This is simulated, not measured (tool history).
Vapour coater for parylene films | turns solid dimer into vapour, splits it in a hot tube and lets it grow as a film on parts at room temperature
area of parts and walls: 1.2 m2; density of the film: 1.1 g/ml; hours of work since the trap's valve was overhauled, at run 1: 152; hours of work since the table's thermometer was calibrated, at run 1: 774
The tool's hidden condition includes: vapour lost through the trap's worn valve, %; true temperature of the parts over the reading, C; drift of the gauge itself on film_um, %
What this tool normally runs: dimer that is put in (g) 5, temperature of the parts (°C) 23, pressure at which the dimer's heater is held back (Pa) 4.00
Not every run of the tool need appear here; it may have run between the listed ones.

| run | hour | dimer that is put in (g) | temperature of the parts (°C) | pressure at which the dimer's heater is held back (Pa) | hours of work since the trap's valve was overhauled | hours of work since the table's thermometer was calibrated | thickness of the film (µm) |
|---|---|---|---|---|---|---|---|
| 1 | 0.0 | 5 | 23 | 4.00 | 152 | 774 | 1.68 |
| 2 | 54.1 | 5 | 23 | 4.00 | 183 | 805 | 1.75 |
| 3 | 98.1 | 5 | 23 | 4.00 | 209 | 831 | 1.69 |
| 4 | 140.7 | 5 | 23 | 5.80 | 233 | 855 | 1.62 |
| 5 | 209.1 | 5 | 23 | 5.80 | 273 | 895 | 1.63 |
| 6 | 244.4 | 5 | 23 | 5.80 | 293 | 915 | 1.56 |
| 7 | 292.8 | 5 | 23 | 5.80 | 321 | 943 | 1.58 |
| 8 | 362.8 | 5 | 23 | 5.80 | 361 | 983 | 1.60 |
| 9 | 415.0 | 5 | 23 | 5.80 | 391 | 1013 | 1.57 |
|  | 459.7 | trap's valve overhauled |
| 10 | 471.1 | 5 | 23 | 5.80 | 7 | 1044 | 1.72 |
| 11 | 534.3 | 5 | 23 | 9.96 | 43 | 1080 | 1.64 |
| 12 | 581.4 | 5 | 23 | 3.74 | 70 | 1107 | 1.78 |
| 13 | 623.1 | 5 | 23 | 3.74 | 94 | 1131 | 1.79 |
| 14 | 680.6 | 5 | 23 | 3.74 | 127 | 1164 | 1.77 |
| 15 | 729.3 | 7 | 23 | 9.41 | 156 | 1193 | 2.14 |
| 16 | 760.1 | 8 | 16 | 2.47 | 173 | 1210 | 3.34 |
| 17 | 796.6 | 8 | 23 | 3.28 | 194 | 1231 | 2.77 |
| 18 | 847.6 | 8 | 21 | 3.28 | 224 | 1261 | 2.84 |
| 19 | 905.0 | 5 | 29 | 6.64 | 257 | 1294 | 1.37 |
| 20 | 957.2 | 5 | 29 | 6.64 | 287 | 1324 | 1.35 |
| 21 | 1013.9 | 6 | 23 | 7.36 | 320 | 1357 | 1.79 |
| 22 | 1068.9 | 6 | 23 | 7.36 | 352 | 1389 | 1.84 |
| 23 | 1111.9 | 2 | 20 | 2.01 | 376 | 1413 | 0.73 |
| 24 | 1155.5 | 2 | 27 | 2.01 | 402 | 1438 | 0.61 |
|  | 1184.0 | trap's valve overhauled |
| 25 | 1200.2 | 4 | 23 | 4.00 | 9 | 1462 | 1.42 |
| 26 | 1236.6 | 4 | 23 | 4.00 | 30 | 1483 | 1.42 |
| 27 | 1286.0 | 5 | 23 | 2.99 | 59 | 1512 | 1.80 |

Forecast each of these 4 alternatives for the next run:
|  | 1320.0 | table's thermometer calibrated |
| A | 1320.0 | 5 | 33 | 7.80 | 78 | 0 | ? |
|  | 1320.0 | table's thermometer calibrated |
| B | 1320.0 | 3 | 22 | 10.30 | 78 | 0 | ? |
|  | 1320.0 | table's thermometer calibrated |
| C | 1320.0 | 6 | 20 | 6.25 | 78 | 0 | ? |
|  | 1320.0 | table's thermometer calibrated |
| D | 1320.0 | 7 | 23 | 4.48 | 78 | 0 | ? |

| run | thickness of the film (µm) |
|---|---|
| A | 1.28 |
| B | 0.99 |
| C | 2.17 |
| D | 2.45 |
Without the tool's unlogged condition, the same runs would have read:
| run | thickness of the film (µm) |
|---|---|
| A | 1.31 |
| B | 1.02 |
| C | 2.23 |
| D | 2.51 |
